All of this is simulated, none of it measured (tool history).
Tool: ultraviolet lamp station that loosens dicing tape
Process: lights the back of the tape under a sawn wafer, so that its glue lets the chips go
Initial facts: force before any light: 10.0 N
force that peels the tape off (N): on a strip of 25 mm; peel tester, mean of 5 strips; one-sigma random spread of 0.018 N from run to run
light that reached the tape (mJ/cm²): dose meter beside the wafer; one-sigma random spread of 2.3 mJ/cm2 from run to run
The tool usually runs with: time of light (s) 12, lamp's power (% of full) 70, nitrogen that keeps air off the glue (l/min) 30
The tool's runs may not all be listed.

run   hour  time of light (s)  lamp's power (% of full)  nitrogen that keeps air off the glue (l/min)  force that peels the tape off (N)  light that reached the tape (mJ/cm²)
  1    0.0                 12                        70                                            30                              1.482                                   184
  2   13.9                 12                        70                                            30                              1.510                                   184
  3   25.9                 12                        70                                            30                              1.471                                   179
  4   46.3                 12                        70                                            30                              1.486                                   181
  5   60.2                 12                        70                                            17                              2.067                                   178
  6   81.7                 12                        70                                            17                              2.100                                   181
  7  105.8                 12                        70                                            17                              2.141                                   178
     107.4  -- window cleaned of glue's vapour
  8  119.0                 12                        70                                            17                              2.186                                   176
  9  133.6                 12                        70                                            17                              2.153                                   172
 10  148.5                 12                        70                                            17                              2.237                                   171
 11  168.2                 12                        70                                            17                              2.227                                   168
 12  183.4                 12                        70                                            17                              2.249                                   168
 13  201.6                 14                        65                                            30                              1.553                                   182
 14  224.3                 12                        96                                            30                              1.027                                   227
 15  246.9                 12                        70                                            43                              1.583                                   160
     249.5  -- window cleaned of glue's vapour, once more
 16  264.8                  8                        66                                            50                              2.638                                   109
 17  276.9                  9                        70                                            30                              2.385                                   130
 18  300.4                  9                        70                                            24                              2.898                                   127
 19  321.8                  9                        70                                            24                              2.699                                   130
 20  344.6                  9                        70                                            24                              2.898                                   126
 21  361.4                 11                        89                                            32                              1.346                                   196
 22  375.3                 22                        70                                            21                              0.670                                   302
 23  396.1                 22                        70                                            21                              0.707                                   302
 24  417.5                 12                        70                                            12                              2.693                                   164

Consider 3 possible next runs. They are alternatives, not a sequence: every one starts from the tool as it was left by run 24. What does each give?
  A  429.2                 12                       100                                            14                                  ?                                     ?
  B  429.2                 18                        70                                            30                                  ?                                     ?
  C  429.2                  8                        84                                            58                                  ?                                     ?

run  force that peels the tape off (N)  light that reached the tape (mJ/cm²)
  A                              1.548                                   228
  B                              0.898                                   244
  C                              2.065                                   128
Take away the tool's hidden state, keep each run's random variation, and the runs would have read:
run  force that peels the tape off (N)  light that reached the tape (mJ/cm²)
  A                              0.672                                   346
  B                              0.363                                   369
  C                              0.983                                   195
